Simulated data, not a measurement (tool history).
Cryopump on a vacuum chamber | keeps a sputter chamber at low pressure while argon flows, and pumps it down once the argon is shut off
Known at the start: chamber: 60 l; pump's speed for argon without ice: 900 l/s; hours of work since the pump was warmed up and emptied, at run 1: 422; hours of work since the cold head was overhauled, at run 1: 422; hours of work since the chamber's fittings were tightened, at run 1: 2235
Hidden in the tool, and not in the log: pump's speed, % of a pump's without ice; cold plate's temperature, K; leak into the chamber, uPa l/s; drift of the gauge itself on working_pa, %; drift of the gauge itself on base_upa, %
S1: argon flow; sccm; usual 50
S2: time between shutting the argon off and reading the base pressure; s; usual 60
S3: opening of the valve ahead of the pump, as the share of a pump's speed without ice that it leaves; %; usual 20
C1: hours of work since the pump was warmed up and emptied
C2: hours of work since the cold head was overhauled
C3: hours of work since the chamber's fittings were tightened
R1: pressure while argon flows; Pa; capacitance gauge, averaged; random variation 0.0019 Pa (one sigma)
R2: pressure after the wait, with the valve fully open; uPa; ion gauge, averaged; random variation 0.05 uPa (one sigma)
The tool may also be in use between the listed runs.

run,hour,S1,S2,S3,C1,C2,C3,R1,R2
1,0,50,60,20,422,422,2235,0.4796,5.72
2,16.1,50,60,20,430,430,2243,0.4793,5.54
3,36.1,50,60,20,440,440,2253,0.483,5.54
4,60,50,60,20,452,452,2265,0.48,5.67
5,85,50,60,20,464,464,2278,0.4804,5.64
6,105,50,60,20,474,474,2287,0.4807,5.65
7,134,50,60,20,488,488,2302,0.4793,5.75
8,172,83,45,20,507,507,2321,0.8027,6.68
9,190.2,46,115,21,517,517,2330,0.4235,4.42
10,222.2,90,60,41,532,532,2346,0.4338,5.68
11,240.2,90,115,41,541,541,2355,0.4351,4.51

The next listed run, before its measurement:
12,266.7,31,60,32,555,555,2368,?,?

{"run 12": {"R1": 0.1888, "R2": 5.88}}
Without the tool's hidden state the same run would have given R1 0.1812 Pa, R2 3.1 uPa.
